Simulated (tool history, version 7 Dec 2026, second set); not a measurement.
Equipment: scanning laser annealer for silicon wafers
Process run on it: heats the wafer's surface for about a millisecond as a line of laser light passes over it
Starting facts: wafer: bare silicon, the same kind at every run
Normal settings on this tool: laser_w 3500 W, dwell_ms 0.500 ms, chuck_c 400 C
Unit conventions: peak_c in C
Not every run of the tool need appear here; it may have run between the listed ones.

run	hour	laser_w	dwell_ms	chuck_c	peak_c
1	0.0	3500	0.500	400	1121
2	26.2	3500	0.500	400	1118
# hour 34.1: window over the wafer cleaned
3	48.0	3500	0.500	400	1143
4	77.0	3500	0.500	400	1143
5	114.4	3500	0.500	370	1112
# hour 121.3: laser's power meter calibrated
6	155.7	3439	0.500	400	1127
7	195.1	3439	0.500	400	1125
# hour 213.1: optics aligned, line set to its width
# hour 219.7: laser's power meter calibrated, once more
8	223.4	3500	0.520	409	1172
9	250.4	3363	0.367	400	1026
10	273.7	3504	0.367	380	1028
11	306.4	3500	0.490	380	1119
12	325.8	3500	0.490	380	1118
13	370.9	3117	0.490	380	1044
14	396.4	3117	0.490	380	1039

Measured result minus the same run's result without the hidden state. Both carry the same run-to-run variation, though not necessarily the same gauge scatter:
The tool's hidden condition here consists of: light that passes the window, % of a clean one's; laser's true power over the reading, %; width of the line over the set one, %; drift of the gauge itself on peak_c, C.
run	peak_c
1	-35
2	-37
3	-11
4	-13
5	-15
6	-16
7	-18
8	-6
9	-6
10	-7
11	-10
12	-10
13	-11
14	-12
